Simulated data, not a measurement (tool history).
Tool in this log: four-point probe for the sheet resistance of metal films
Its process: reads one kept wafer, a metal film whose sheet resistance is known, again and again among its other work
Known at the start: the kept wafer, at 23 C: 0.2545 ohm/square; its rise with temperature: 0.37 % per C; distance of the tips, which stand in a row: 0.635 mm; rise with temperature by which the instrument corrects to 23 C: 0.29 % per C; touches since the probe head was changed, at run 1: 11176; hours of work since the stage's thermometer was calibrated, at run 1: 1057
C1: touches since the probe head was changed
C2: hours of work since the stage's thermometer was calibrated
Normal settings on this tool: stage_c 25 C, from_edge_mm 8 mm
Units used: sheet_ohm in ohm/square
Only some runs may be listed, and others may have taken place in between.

{"run": 1, "hour": 0.0, "stage_c": 25, "from_edge_mm": 8, "C1": 11176, "C2": 1057, "sheet_ohm": 0.255101}
{"run": 2, "hour": 28.2, "stage_c": 28, "from_edge_mm": 8, "C1": 11790, "C2": 1077, "sheet_ohm": 0.255801}
{"run": 3, "hour": 47.8, "stage_c": 28, "from_edge_mm": 3, "C1": 12218, "C2": 1091, "sheet_ohm": 0.261028}
{"run": 4, "hour": 80.2, "stage_c": 28, "from_edge_mm": 3, "C1": 12926, "C2": 1115, "sheet_ohm": 0.260824}
{"run": 5, "hour": 111.3, "stage_c": 25, "from_edge_mm": 8, "C1": 13604, "C2": 1137, "sheet_ohm": 0.255086}
{"run": 6, "hour": 143.0, "stage_c": 25, "from_edge_mm": 11, "C1": 14295, "C2": 1160, "sheet_ohm": 0.25472}
{"run": 7, "hour": 164.0, "stage_c": 25, "from_edge_mm": 11, "C1": 14753, "C2": 1175, "sheet_ohm": 0.254706}
{"run": 8, "hour": 183.5, "stage_c": 20, "from_edge_mm": 8, "C1": 15178, "C2": 1189, "sheet_ohm": 0.254083}
{"run": 9, "hour": 202.4, "stage_c": 20, "from_edge_mm": 8, "C1": 15590, "C2": 1202, "sheet_ohm": 0.253943}
{"run": 10, "hour": 229.1, "stage_c": 28, "from_edge_mm": 7, "C1": 16172, "C2": 1221, "sheet_ohm": 0.256005}

What does the tool deliver on the next run?
{"run": 11, "hour": 249.0, "stage_c": 28, "from_edge_mm": 7, "C1": 16607, "C2": 1236, "sheet_ohm": "?"}

Run 11 came out at sheet_ohm 0.256015 ohm/square.
Had the tool carried no hidden state, the very same run would have given sheet_ohm 0.256773 ohm/square.
